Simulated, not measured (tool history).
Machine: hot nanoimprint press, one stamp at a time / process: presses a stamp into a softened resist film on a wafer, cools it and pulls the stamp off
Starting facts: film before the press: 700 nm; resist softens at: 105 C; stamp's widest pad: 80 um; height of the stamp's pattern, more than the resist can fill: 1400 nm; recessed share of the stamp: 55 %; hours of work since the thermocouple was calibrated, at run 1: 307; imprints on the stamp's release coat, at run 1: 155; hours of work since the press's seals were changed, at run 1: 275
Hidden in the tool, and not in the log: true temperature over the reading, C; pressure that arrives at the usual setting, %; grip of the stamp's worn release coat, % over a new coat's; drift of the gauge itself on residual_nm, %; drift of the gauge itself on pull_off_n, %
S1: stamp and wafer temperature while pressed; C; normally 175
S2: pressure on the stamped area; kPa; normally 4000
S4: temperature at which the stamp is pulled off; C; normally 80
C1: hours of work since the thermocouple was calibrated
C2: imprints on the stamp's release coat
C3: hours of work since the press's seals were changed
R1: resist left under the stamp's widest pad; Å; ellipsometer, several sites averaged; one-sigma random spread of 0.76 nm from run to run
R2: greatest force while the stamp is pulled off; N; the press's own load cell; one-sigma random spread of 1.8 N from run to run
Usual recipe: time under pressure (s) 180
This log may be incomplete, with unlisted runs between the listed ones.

Run 1, hour 0.0: usual settings; C1 307; C2 155; C3 275. Result: R1 2495 Å, R2 215 N.
Run 2, hour 29.8: usual settings; C1 325; C2 260; C3 292. Result: R1 2489 Å, R2 216 N.
Run 3, hour 46.3: usual settings but S2 4310 kPa; C1 335; C2 319; C3 302. Result: R1 2372 Å, R2 219 N.
Run 4, hour 74.3: usual settings but S2 4310 kPa; C1 351; C2 418; C3 319. Result: R1 2368 Å, R2 220 N.
Run 5, hour 100.9: usual settings; C1 367; C2 513; C3 335. Result: R1 2481 Å, R2 225 N.
Run 6, hour 115.2: usual settings; C1 376; C2 563; C3 343. Result: R1 2449 Å, R2 227 N.
At hour 120.8: plate thermocouple calibrated.
Run 7, hour 152.5: usual settings but time under pressure (s) 168; C1 19; C2 685; C3 364. Result: R1 2466 Å, R2 226 N.
Run 8, hour 185.1: usual settings but S2 5810 kPa, time under pressure (s) 168; C1 38; C2 801; C3 383. Result: R1 1962 Å, R2 227 N.
Run 9, hour 204.5: usual settings but S2 5810 kPa, time under pressure (s) 168; C1 50; C2 869; C3 394. Result: R1 1950 Å, R2 231 N.
Run 10, hour 231.5: usual settings but S2 3940 kPa, time under pressure (s) 98; C1 66; C2 965; C3 411. Result: R1 2933 Å, R2 235 N.
At hour 263.7: plate thermocouple calibrated, once more.
Run 11, hour 269.4: usual settings but S1 180 C, S2 2520 kPa; C1 3; C2 1089; C3 431. Result: R1 2860 Å, R2 255 N.
Run 12, hour 288.9: usual settings but S1 184 C, S2 5940 kPa, time under pressure (s) 143, S4 86 C; C1 15; C2 1159; C3 443. Result: R1 1580 Å, R2 223 N.
At hour 302.6: stamp cleaned and given a new release coat.
Run 13, hour 317.7: usual settings but S1 181 C, time under pressure (s) 276; C1 29; C2 53; C3 456. Result: R1 1777 Å, R2 217 N.
Run 14, hour 352.6: usual settings but S1 181 C, time under pressure (s) 276; C1 49; C2 177; C3 477. Result: R1 1777 Å, R2 220 N.
Run 15, hour 386.7: usual settings but S2 5060 kPa; C1 70; C2 298; C3 497. Result: R1 2335 Å, R2 224 N.
Run 16, hour 415.3: usual settings but S1 180 C, S2 5060 kPa, time under pressure (s) 144; C1 86; C2 399; C3 514. Result: R1 2025 Å, R2 230 N.
Run 17, hour 445.0: usual settings but S1 170 C, S2 5060 kPa, time under pressure (s) 144, S4 72 C; C1 104; C2 505; C3 532. Result: R1 3120 Å, R2 270 N.
Run 18, hour 472.6: usual settings but S2 4330 kPa, time under pressure (s) 160, S4 73 C; C1 121; C2 603; C3 548. Result: R1 2640 Å, R2 273 N.

Difference, measured minus no-hidden-state, one row per run. Run-to-run variation is common to both terms; the gauge's own scatter need not be:
run    R1   R2
  1  -137   -1
  2  -147   +2
  3  -144   +4
  4  -152   +7
  5  -167  +10
  6  -168  +12
  7  -245  +12
  8  -203  +15
  9  -206  +17
 10  -305  +20
 11   +61  +40
 12   +42  +37
 13   +36   +3
 14   +29   +7
 15   +35  +11
 16   +25  +14
 17   +24  +20
 18   +10  +23
